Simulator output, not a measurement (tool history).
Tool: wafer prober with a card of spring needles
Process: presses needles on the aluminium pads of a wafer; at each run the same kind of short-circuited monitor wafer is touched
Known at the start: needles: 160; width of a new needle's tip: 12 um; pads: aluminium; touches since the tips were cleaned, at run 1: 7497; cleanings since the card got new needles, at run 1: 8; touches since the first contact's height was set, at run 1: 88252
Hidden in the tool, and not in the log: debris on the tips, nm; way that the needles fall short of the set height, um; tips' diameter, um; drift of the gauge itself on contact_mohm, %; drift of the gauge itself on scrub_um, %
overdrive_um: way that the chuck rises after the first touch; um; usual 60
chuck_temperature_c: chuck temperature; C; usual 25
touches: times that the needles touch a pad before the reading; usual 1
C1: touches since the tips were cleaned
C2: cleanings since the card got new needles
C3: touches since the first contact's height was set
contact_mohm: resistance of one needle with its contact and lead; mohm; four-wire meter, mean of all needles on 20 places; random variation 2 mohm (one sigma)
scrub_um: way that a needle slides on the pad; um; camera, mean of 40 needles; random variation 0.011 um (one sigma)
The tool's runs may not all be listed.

{"run": 1, "hour": 0.0, "overdrive_um": 60, "chuck_temperature_c": 25, "touches": 1, "C1": 7497, "C2": 8, "C3": 88252, "contact_mohm": 247, "scrub_um": 9.27}
{"hour": 2.0, "done": "height of the first contact set anew"}
{"hour": 3.6, "done": "tips cleaned on abrasive film"}
{"run": 2, "hour": 7.7, "overdrive_um": 41, "chuck_temperature_c": 25, "touches": 1, "C1": 927, "C2": 9, "C3": 1262, "contact_mohm": 241, "scrub_um": 6.38}
{"run": 3, "hour": 19.0, "overdrive_um": 60, "chuck_temperature_c": 25, "touches": 1, "C1": 3454, "C2": 9, "C3": 3789, "contact_mohm": 242, "scrub_um": 9.35}
{"run": 4, "hour": 26.0, "overdrive_um": 60, "chuck_temperature_c": 25, "touches": 1, "C1": 5017, "C2": 9, "C3": 5352, "contact_mohm": 242, "scrub_um": 9.35}
{"run": 5, "hour": 37.2, "overdrive_um": 44, "chuck_temperature_c": 25, "touches": 1, "C1": 7516, "C2": 9, "C3": 7851, "contact_mohm": 277, "scrub_um": 6.85}
{"hour": 39.9, "done": "tips cleaned on abrasive film"}
{"run": 6, "hour": 48.1, "overdrive_um": 44, "chuck_temperature_c": 71, "touches": 1, "C1": 1811, "C2": 10, "C3": 10253, "contact_mohm": 252, "scrub_um": 6.86}
{"run": 7, "hour": 60.5, "overdrive_um": 54, "chuck_temperature_c": 37, "touches": 2, "C1": 4598, "C2": 10, "C3": 13040, "contact_mohm": 242, "scrub_um": 8.4}
{"run": 8, "hour": 71.6, "overdrive_um": 41, "chuck_temperature_c": 70, "touches": 1, "C1": 7069, "C2": 10, "C3": 15511, "contact_mohm": 289, "scrub_um": 6.36}
{"hour": 77.3, "done": "tips cleaned on abrasive film"}
{"run": 9, "hour": 80.0, "overdrive_um": 77, "chuck_temperature_c": 36, "touches": 3, "C1": 613, "C2": 11, "C3": 17371, "contact_mohm": 223, "scrub_um": 11.98}
{"run": 10, "hour": 89.9, "overdrive_um": 77, "chuck_temperature_c": 36, "touches": 3, "C1": 2822, "C2": 11, "C3": 19580, "contact_mohm": 224, "scrub_um": 11.97}
{"run": 11, "hour": 99.6, "overdrive_um": 65, "chuck_temperature_c": 29, "touches": 2, "C1": 4990, "C2": 11, "C3": 21748, "contact_mohm": 229, "scrub_um": 10.08}
{"run": 12, "hour": 106.8, "overdrive_um": 65, "chuck_temperature_c": 29, "touches": 2, "C1": 6590, "C2": 11, "C3": 23348, "contact_mohm": 240, "scrub_um": 10.1}

Hidden state or all else? Some run-to-run changes of contact_mohm, split into what the settings, what came in and random variation would give without the hidden state, and what is left for the hidden state (with any gauge scatter that isn't in both results):
Run 8 -> 9: overdrive_um 41 -> 77, chuck_temperature_c 70 -> 36, touches 1 -> 3, tips cleaned on abrasive film. contact_mohm -66 mohm: hidden state -53, all else -13.
